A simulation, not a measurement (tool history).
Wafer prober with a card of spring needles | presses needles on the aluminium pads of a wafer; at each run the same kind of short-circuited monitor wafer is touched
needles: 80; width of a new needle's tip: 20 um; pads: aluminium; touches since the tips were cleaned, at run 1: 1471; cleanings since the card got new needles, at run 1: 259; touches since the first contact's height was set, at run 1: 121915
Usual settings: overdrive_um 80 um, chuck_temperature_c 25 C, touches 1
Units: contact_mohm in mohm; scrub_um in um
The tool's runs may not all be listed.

run	hour	overdrive_um	chuck_temperature_c	touches	touches since the tips were cleaned	cleanings since the card got new needles	touches since the first contact's height was set	contact_mohm	scrub_um
1	0.0	80	25	1	1471	259	121915	152	10.23
# hour 2.2: tips cleaned on abrasive film
# hour 6.5: tips cleaned on abrasive film
# hour 11.8: tips cleaned on abrasive film
# hour 17.2: tips cleaned on abrasive film
# hour 21.5: tips cleaned on abrasive film
# hour 26.8: tips cleaned on abrasive film
# hour 31.1: tips cleaned on abrasive film
# hour 35.4: tips cleaned on abrasive film
2	38.0	80	25	1	1226	267	139702	156	10.14
# hour 40.2: tips cleaned on abrasive film
# hour 45.5: tips cleaned on abrasive film
# hour 50.8: tips cleaned on abrasive film
# hour 56.2: tips cleaned on abrasive film
# hour 60.5: tips cleaned on abrasive film
# hour 65.8: tips cleaned on abrasive film
# hour 71.2: tips cleaned on abrasive film
# hour 76.5: tips cleaned on abrasive film
3	77.5	80	25	1	482	275	158249	145	10.04
# hour 81.8: tips cleaned on abrasive film
# hour 87.2: tips cleaned on abrasive film
# hour 91.4: tips cleaned on abrasive film
# hour 95.9: height of the first contact set anew
# hour 97.1: tips cleaned on abrasive film
# hour 102.4: tips cleaned on abrasive film
# hour 107.8: tips cleaned on abrasive film
# hour 113.1: tips cleaned on abrasive film
# hour 117.4: tips cleaned on abrasive film
# hour 122.8: tips cleaned on abrasive film
4	123.6	80	25	1	413	284	12959	148	10.72
# hour 127.9: tips cleaned on abrasive film
# hour 133.2: tips cleaned on abrasive film
# hour 137.5: tips cleaned on abrasive film
# hour 142.9: tips cleaned on abrasive film
# hour 147.2: tips cleaned on abrasive film
# hour 152.5: tips cleaned on abrasive film
5	152.7	80	25	1	81	290	26590	142	10.68
# hour 157.0: tips cleaned on abrasive film
# hour 161.3: tips cleaned on abrasive film
# hour 166.6: tips cleaned on abrasive film
# hour 172.0: tips cleaned on abrasive film
# hour 177.3: tips cleaned on abrasive film
# hour 182.7: tips cleaned on abrasive film
6	185.1	80	25	1	1161	296	41802	152	10.60
# hour 187.3: tips cleaned on abrasive film
# hour 192.6: tips cleaned on abrasive film
# hour 198.0: tips cleaned on abrasive film
# hour 203.3: tips cleaned on abrasive film
7	204.3	80	121	1	469	300	50801	161	10.57
# hour 208.6: tips cleaned on abrasive film
# hour 212.9: tips cleaned on abrasive film
# hour 218.2: tips cleaned on abrasive film
# hour 223.6: tips cleaned on abrasive film
8	226.7	80	58	1	1493	304	61328	161	10.41
# hour 228.9: tips cleaned on abrasive film
# hour 234.2: tips cleaned on abrasive film
# hour 239.6: tips cleaned on abrasive film
# hour 244.9: tips cleaned on abrasive film
# hour 250.2: tips cleaned on abrasive film
9	253.5	80	25	1	1584	309	73952	156	10.39
# hour 254.7: tips cleaned on abrasive film
# hour 260.0: tips cleaned on abrasive film
# hour 264.3: tips cleaned on abrasive film
# hour 269.7: tips cleaned on abrasive film
# hour 274.0: tips cleaned on abrasive film
# hour 279.3: tips cleaned on abrasive film
10	282.0	80	25	1	1296	315	87291	154	10.44
# hour 284.2: tips cleaned on abrasive film
# hour 289.6: tips cleaned on abrasive film
# hour 294.9: tips cleaned on abrasive film
# hour 299.2: tips cleaned on abrasive film
# hour 304.5: tips cleaned on abrasive film
# hour 309.9: tips cleaned on abrasive film
11	310.1	80	25	1	84	321	100422	143	10.33
# hour 314.3: tips cleaned on abrasive film
# hour 318.6: tips cleaned on abrasive film
# hour 324.0: tips cleaned on abrasive film
# hour 329.3: tips cleaned on abrasive film
# hour 334.7: tips cleaned on abrasive film
# hour 340.0: tips cleaned on abrasive film
# hour 344.3: tips cleaned on abrasive film
# hour 349.6: tips cleaned on abrasive film
# hour 355.0: tips cleaned on abrasive film
12	355.4	74	74	2	211	330	121707	153	9.42
# hour 359.7: tips cleaned on abrasive film
# hour 365.1: tips cleaned on abrasive film
# hour 370.4: tips cleaned on abrasive film
# hour 375.7: tips cleaned on abrasive film
# hour 380.0: tips cleaned on abrasive film
# hour 384.3: tips cleaned on abrasive film
13	385.4	63	41	3	521	336	135779	154	7.81

Forecast run 14:
# hour 388.7: tips cleaned on abrasive film
# hour 393.0: tips cleaned on abrasive film
# hour 398.3: tips cleaned on abrasive film
# hour 403.6: tips cleaned on abrasive film
# hour 409.0: tips cleaned on abrasive film
# hour 414.3: tips cleaned on abrasive film
# hour 418.6: tips cleaned on abrasive film
14	420.6	80	80	1	931	343	152267	?	?

contact_mohm: 165 mohm
scrub_um: 10.09 um
Without the tool's hidden state the same run would have given contact_mohm 148 mohm, scrub_um 10.87 um.
